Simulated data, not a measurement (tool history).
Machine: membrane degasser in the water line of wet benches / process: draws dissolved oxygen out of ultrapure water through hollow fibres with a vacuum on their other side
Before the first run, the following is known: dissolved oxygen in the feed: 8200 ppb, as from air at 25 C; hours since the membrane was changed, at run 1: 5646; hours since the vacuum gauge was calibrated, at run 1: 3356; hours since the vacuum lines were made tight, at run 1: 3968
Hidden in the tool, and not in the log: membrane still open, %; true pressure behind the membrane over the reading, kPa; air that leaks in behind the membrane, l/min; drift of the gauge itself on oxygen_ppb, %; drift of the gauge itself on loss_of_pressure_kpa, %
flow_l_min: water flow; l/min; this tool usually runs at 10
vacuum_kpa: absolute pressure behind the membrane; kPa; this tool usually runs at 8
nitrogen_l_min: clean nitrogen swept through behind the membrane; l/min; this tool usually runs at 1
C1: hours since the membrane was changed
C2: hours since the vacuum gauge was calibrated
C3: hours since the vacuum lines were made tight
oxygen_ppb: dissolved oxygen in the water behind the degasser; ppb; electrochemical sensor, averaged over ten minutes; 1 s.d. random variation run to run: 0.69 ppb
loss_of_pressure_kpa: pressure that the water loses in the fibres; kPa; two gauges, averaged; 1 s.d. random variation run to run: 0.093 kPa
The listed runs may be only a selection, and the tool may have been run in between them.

Run 1, hour 0: usual settings; C1 5646; C2 3356; C3 3968. Result: oxygen_ppb 132.3 ppb, loss_of_pressure_kpa 29.03 kPa.
Run 2, hour 282: usual settings but vacuum_kpa 6.97 kPa; C1 5928; C2 3638; C3 4250. Result: oxygen_ppb 109 ppb, loss_of_pressure_kpa 28.88 kPa.
Run 3, hour 421.7: usual settings; C1 6067; C2 3778; C3 4390. Result: oxygen_ppb 131.1 ppb, loss_of_pressure_kpa 28.91 kPa.
Run 4, hour 601.1: usual settings; C1 6247; C2 3958; C3 4569. Result: oxygen_ppb 130.4 ppb, loss_of_pressure_kpa 28.97 kPa.
Run 5, hour 754.9: usual settings; C1 6400; C2 4111; C3 4723. Result: oxygen_ppb 131.9 ppb, loss_of_pressure_kpa 28.92 kPa.
At hour 911.7: vacuum gauge calibrated.
Run 6, hour 955.9: usual settings but vacuum_kpa 14.06 kPa; C1 6601; C2 44; C3 4923. Result: oxygen_ppb 268.7 ppb, loss_of_pressure_kpa 28.87 kPa.
Run 7, hour 1271.8: usual settings; C1 6917; C2 360; C3 5239. Result: oxygen_ppb 132.2 ppb, loss_of_pressure_kpa 28.88 kPa.
Run 8, hour 1565.3: usual settings; C1 7210; C2 654; C3 5533. Result: oxygen_ppb 132.1 ppb, loss_of_pressure_kpa 28.94 kPa.
At hour 1747.9: seals of the vacuum lines changed.
Run 9, hour 1836: usual settings but flow_l_min 7 l/min; C1 7479; C2 922; C3 88. Result: oxygen_ppb 82.9 ppb, loss_of_pressure_kpa 20.09 kPa.
Run 10, hour 2005.3: usual settings; C1 7648; C2 1092; C3 257. Result: oxygen_ppb 131.5 ppb, loss_of_pressure_kpa 28.86 kPa.
Run 11, hour 2314.4: usual settings; C1 7957; C2 1401; C3 566. Result: oxygen_ppb 130.4 ppb, loss_of_pressure_kpa 28.94 kPa.
Run 12, hour 2585.2: usual settings but flow_l_min 12 l/min; C1 8228; C2 1671; C3 837. Result: oxygen_ppb 176.4 ppb, loss_of_pressure_kpa 34.73 kPa.
Run 13, hour 2757.2: usual settings but flow_l_min 12 l/min, vacuum_kpa 7.23 kPa; C1 8400; C2 1844; C3 1009. Result: oxygen_ppb 154.4 ppb, loss_of_pressure_kpa 34.59 kPa.
Run 14, hour 3054.1: usual settings but nitrogen_l_min 1.86 l/min; C1 8697; C2 2140; C3 1306. Result: oxygen_ppb 82.3 ppb, loss_of_pressure_kpa 28.98 kPa.
Run 15, hour 3246.2: usual settings but nitrogen_l_min 1.79 l/min; C1 8889; C2 2333; C3 1498. Result: oxygen_ppb 84 ppb, loss_of_pressure_kpa 28.78 kPa.
Run 16, hour 3488.6: usual settings but nitrogen_l_min 1.79 l/min; C1 9132; C2 2575; C3 1741. Result: oxygen_ppb 84.5 ppb, loss_of_pressure_kpa 28.89 kPa.

What will run 17 give?
Run 17, hour 3785.6: usual settings but nitrogen_l_min 1.79 l/min; C1 9429; C2 2872; C3 2038. Result: oxygen_ppb ?, loss_of_pressure_kpa ?.

{"run 17": {"oxygen_ppb": 83.8, "loss_of_pressure_kpa": 28.89}}
With no hidden state in the tool, this same run would have given oxygen_ppb 83.6 ppb, loss_of_pressure_kpa 28.87 kPa.

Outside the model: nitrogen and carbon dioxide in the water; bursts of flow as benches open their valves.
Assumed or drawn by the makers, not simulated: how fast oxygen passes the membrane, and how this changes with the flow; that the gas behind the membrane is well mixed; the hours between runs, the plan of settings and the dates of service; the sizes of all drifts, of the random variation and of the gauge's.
